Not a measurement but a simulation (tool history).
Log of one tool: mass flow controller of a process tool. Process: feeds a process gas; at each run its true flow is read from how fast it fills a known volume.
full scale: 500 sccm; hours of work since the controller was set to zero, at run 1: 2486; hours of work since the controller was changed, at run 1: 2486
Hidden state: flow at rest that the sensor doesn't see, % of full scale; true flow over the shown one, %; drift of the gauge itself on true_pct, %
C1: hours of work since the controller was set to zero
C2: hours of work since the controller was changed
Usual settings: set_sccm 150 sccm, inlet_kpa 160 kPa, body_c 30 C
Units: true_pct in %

Run 1, day 0: usual settings; C1 2486; C2 2486. Result: true_pct 94.25 %.
Run 2, day 8.021: usual settings; C1 2551; C2 2551. Result: true_pct 94.21 %.
Run 3, day 13.662: usual settings; C1 2597; C2 2597. Result: true_pct 94.15 %.
Run 4, day 18.904: usual settings but inlet_kpa 170 kPa; C1 2640; C2 2640. Result: true_pct 94.11 %.
Run 5, day 26.908: usual settings but inlet_kpa 170 kPa; C1 2705; C2 2705. Result: true_pct 94.12 %.
Run 6, day 31.408: usual settings but inlet_kpa 240 kPa; C1 2741; C2 2741. Result: true_pct 94.68 %.
Run 7, day 39.108: usual settings but inlet_kpa 240 kPa; C1 2804; C2 2804. Result: true_pct 94.59 %.
Run 8, day 46.692: usual settings; C1 2865; C2 2865. Result: true_pct 93.9 %.
Run 9, day 51.95: usual settings but body_c 34 C; C1 2908; C2 2908. Result: true_pct 93.54 %.
Run 10, day 57.792: usual settings but body_c 34 C; C1 2956; C2 2956. Result: true_pct 93.52 %.
Run 11, day 66.333: usual settings but body_c 34 C; C1 3025; C2 3025. Result: true_pct 93.5 %.
Run 12, day 71.358: usual settings but body_c 34 C; C1 3066; C2 3066. Result: true_pct 93.41 %.
Run 13, day 77.829: usual settings; C1 3118; C2 3118. Result: true_pct 93.65 %.
Run 14, day 83.479: usual settings; C1 3164; C2 3164. Result: true_pct 93.55 %.
Run 15, day 90.838: usual settings but set_sccm 50 sccm; C1 3224; C2 3224. Result: true_pct 87.35 %.
Run 16, day 95.338: usual settings but set_sccm 50 sccm; C1 3261; C2 3261. Result: true_pct 87.09 %.
Run 17, day 99.271: usual settings but set_sccm 50 sccm, inlet_kpa 234 kPa, body_c 39 C; C1 3293; C2 3293. Result: true_pct 87.06 %.
Run 18, day 106.521: usual settings but set_sccm 272 sccm, inlet_kpa 196 kPa; C1 3352; C2 3352. Result: true_pct 95.7 %.
Run 19, day 110.792: usual settings but inlet_kpa 159 kPa; C1 3386; C2 3386. Result: true_pct 93.32 %.
Run 20, day 117.846: usual settings but inlet_kpa 273 kPa, body_c 23 C; C1 3444; C2 3444. Result: true_pct 94.48 %.
Run 21, day 126.888: usual settings but set_sccm 347 sccm, body_c 21 C; C1 3517; C2 3517. Result: true_pct 96.62 %.
Run 22, day 132.829: usual settings but body_c 33 C; C1 3565; C2 3565. Result: true_pct 92.94 %.
Run 23, day 141.025: usual settings but body_c 33 C; C1 3632; C2 3632. Result: true_pct 92.85 %.
Run 24, day 148.629: usual settings but inlet_kpa 240 kPa, body_c 33 C; C1 3694; C2 3694. Result: true_pct 93.47 %.
Run 25, day 157.333: usual settings but set_sccm 126 sccm, body_c 33 C; C1 3765; C2 3765. Result: true_pct 91.93 %.
Run 26, day 162.658: usual settings but set_sccm 126 sccm, inlet_kpa 248 kPa, body_c 22 C; C1 3808; C2 3808. Result: true_pct 93.15 %.
Run 27, day 167.258: usual settings but set_sccm 222 sccm, inlet_kpa 141 kPa, body_c 23 C; C1 3845; C2 3845. Result: true_pct 94.61 %.
Run 28, day 176.729: usual settings but set_sccm 222 sccm, inlet_kpa 141 kPa, body_c 23 C; C1 3922; C2 3922. Result: true_pct 94.63 %.
Run 29, day 184.521: usual settings but set_sccm 56 sccm, inlet_kpa 259 kPa, body_c 31 C; C1 3985; C2 3985. Result: true_pct 86.95 %.
Run 30, day 190.496: usual settings but set_sccm 69 sccm, inlet_kpa 259 kPa, body_c 26 C; C1 4034; C2 4034. Result: true_pct 89.03 %.
Run 31, day 196.783: usual settings but set_sccm 69 sccm, inlet_kpa 259 kPa, body_c 31 C; C1 4085; C2 4085. Result: true_pct 88.68 %.

Forecast each of these 4 alternatives for the next run:
Run A, day 205.642: usual settings but set_sccm 172 sccm, inlet_kpa 157 kPa; C1 4157; C2 4157. Result: true_pct ?.
Run B, day 205.642: usual settings but set_sccm 139 sccm, inlet_kpa 232 kPa, body_c 31 C; C1 4157; C2 4157. Result: true_pct ?.
Run C, day 205.642: usual settings but inlet_kpa 169 kPa; C1 4157; C2 4157. Result: true_pct ?.
Run D, day 205.642: usual settings but set_sccm 149 sccm, inlet_kpa 195 kPa, body_c 27 C; C1 4157; C2 4157. Result: true_pct ?.

run  true_pct
  A     93.04
  B      92.7
  C     92.61
  D     92.99
Without the tool's hidden state the same runs would have given:
run  true_pct
  A     97.25
  B     97.66
  C     97.28
  D     97.69
